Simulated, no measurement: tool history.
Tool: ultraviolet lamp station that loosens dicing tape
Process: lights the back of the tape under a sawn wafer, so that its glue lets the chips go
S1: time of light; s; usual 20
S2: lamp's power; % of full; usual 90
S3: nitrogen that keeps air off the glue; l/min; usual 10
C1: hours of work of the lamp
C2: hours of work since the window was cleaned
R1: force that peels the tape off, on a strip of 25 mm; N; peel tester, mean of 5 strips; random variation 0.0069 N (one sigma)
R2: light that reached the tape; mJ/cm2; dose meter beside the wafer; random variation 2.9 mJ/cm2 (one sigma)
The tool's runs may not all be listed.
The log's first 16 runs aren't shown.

{"run": 17, "day": 5.858, "S1": 10, "S2": 76, "S3": 10, "C1": 188, "C2": 359, "R1": 0.648, "R2": 176}
{"run": 18, "day": 6.304, "S1": 18, "S2": 75, "S3": 10, "C1": 195, "C2": 366, "R1": 0.3, "R2": 319}
{"run": 19, "day": 6.767, "S1": 34, "S2": 92, "S3": 10, "C1": 202, "C2": 373, "R1": 0.225, "R2": 744}
{"run": 20, "day": 7.121, "S1": 34, "S2": 92, "S3": 10, "C1": 207, "C2": 378, "R1": 0.204, "R2": 736}
{"run": 21, "day": 7.371, "S1": 24, "S2": 73, "S3": 4, "C1": 211, "C2": 382, "R1": 0.336, "R2": 416}
{"run": 22, "day": 7.846, "S1": 20, "S2": 89, "S3": 6, "C1": 218, "C2": 389, "R1": 0.282, "R2": 420}
{"run": 23, "day": 8.342, "S1": 29, "S2": 90, "S3": 6, "C1": 226, "C2": 397, "R1": 0.21, "R2": 605}
{"run": 24, "day": 8.908, "S1": 15, "S2": 90, "S3": 10, "C1": 234, "C2": 405, "R1": 0.297, "R2": 318}
{"run": 25, "day": 9.425, "S1": 21, "S2": 90, "S3": 4, "C1": 242, "C2": 413, "R1": 0.296, "R2": 452}
{"run": 26, "day": 10.004, "S1": 18, "S2": 78, "S3": 8, "C1": 251, "C2": 422, "R1": 0.327, "R2": 336}

The next listed run, before its measurement:
{"run": 27, "day": 10.571, "S1": 37, "S2": 88, "S3": 8, "C1": 260, "C2": 431, "R1": "?", "R2": "?"}

Run 27 gave R1 0.207 N, R2 770 mJ/cm2.
Without the tool's hidden state the same run would have given R1 0.207 N, R2 771 mJ/cm2.
